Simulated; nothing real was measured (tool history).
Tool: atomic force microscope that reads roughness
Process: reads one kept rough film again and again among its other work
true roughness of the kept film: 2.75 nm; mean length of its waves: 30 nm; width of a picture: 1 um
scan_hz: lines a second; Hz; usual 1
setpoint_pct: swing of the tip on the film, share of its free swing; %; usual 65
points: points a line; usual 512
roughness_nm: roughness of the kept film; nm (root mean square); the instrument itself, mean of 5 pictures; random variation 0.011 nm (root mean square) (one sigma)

run 1 hour=0 | scan_hz=1 setpoint_pct=65 points=512 | roughness_nm=2.427
run 2 hour=24.4 | scan_hz=1 setpoint_pct=65 points=512 | roughness_nm=2.415
run 3 hour=63.9 | scan_hz=1.92 setpoint_pct=65 points=512 | roughness_nm=2.343
run 4 hour=114.1 | scan_hz=1.92 setpoint_pct=65 points=512 | roughness_nm=2.318
run 5 hour=165.2 | scan_hz=1.92 setpoint_pct=65 points=308 | roughness_nm=2.242
run 6 hour=195.1 | scan_hz=1.92 setpoint_pct=65 points=308 | roughness_nm=2.265
run 7 hour=231.5 | scan_hz=1.92 setpoint_pct=65 points=308 | roughness_nm=2.208
-- hour=244.8 new tip fitted
run 8 hour=254.6 | scan_hz=1 setpoint_pct=65 points=470 | roughness_nm=2.427
run 9 hour=283 | scan_hz=1 setpoint_pct=65 points=512 | roughness_nm=2.393
run 10 hour=321.3 | scan_hz=1 setpoint_pct=65 points=512 | roughness_nm=2.383
run 11 hour=374 | scan_hz=1 setpoint_pct=65 points=512 | roughness_nm=2.334
run 12 hour=426.5 | scan_hz=1 setpoint_pct=65 points=512 | roughness_nm=2.297
run 13 hour=474.7 | scan_hz=1 setpoint_pct=65 points=512 | roughness_nm=2.253
-- hour=501.7 new tip fitted
run 14 hour=506.9 | scan_hz=1 setpoint_pct=56 points=949 | roughness_nm=2.447
run 15 hour=538.7 | scan_hz=2.37 setpoint_pct=68 points=512 | roughness_nm=2.335
run 16 hour=574.2 | scan_hz=2.37 setpoint_pct=82 points=512 | roughness_nm=2.169
run 17 hour=617.8 | scan_hz=2.56 setpoint_pct=65 points=316 | roughness_nm=2.252
run 18 hour=639.4 | scan_hz=0.87 setpoint_pct=65 points=276 | roughness_nm=2.287
run 19 hour=661.1 | scan_hz=0.87 setpoint_pct=65 points=276 | roughness_nm=2.285
run 20 hour=706.2 | scan_hz=1.36 setpoint_pct=68 points=276 | roughness_nm=2.221
run 21 hour=734.1 | scan_hz=1.63 setpoint_pct=75 points=279 | roughness_nm=2.143
-- hour=758.2 new tip fitted
run 22 hour=768.8 | scan_hz=1.05 setpoint_pct=87 points=512 | roughness_nm=2.343
-- hour=771.9 height scale calibrated on a step standard
run 23 hour=814.1 | scan_hz=1.05 setpoint_pct=87 points=512 | roughness_nm=2.342

Forecast each of these 4 alternatives for the next run:
run A hour=841.8 | scan_hz=3.27 setpoint_pct=81 points=377 | roughness_nm=?
run B hour=841.8 | scan_hz=1.05 setpoint_pct=84 points=512 | roughness_nm=?
run C hour=841.8 | scan_hz=0.72 setpoint_pct=66 points=653 | roughness_nm=?
run D hour=841.8 | scan_hz=1 setpoint_pct=81 points=295 | roughness_nm=?

run=A roughness_nm=2.157
run=B roughness_nm=2.345
run=C roughness_nm=2.442
run=D roughness_nm=2.333
Without the tool's hidden state the same runs would have given:
run=A roughness_nm=2.222
run=B roughness_nm=2.416
run=C roughness_nm=2.516
run=D roughness_nm=2.404

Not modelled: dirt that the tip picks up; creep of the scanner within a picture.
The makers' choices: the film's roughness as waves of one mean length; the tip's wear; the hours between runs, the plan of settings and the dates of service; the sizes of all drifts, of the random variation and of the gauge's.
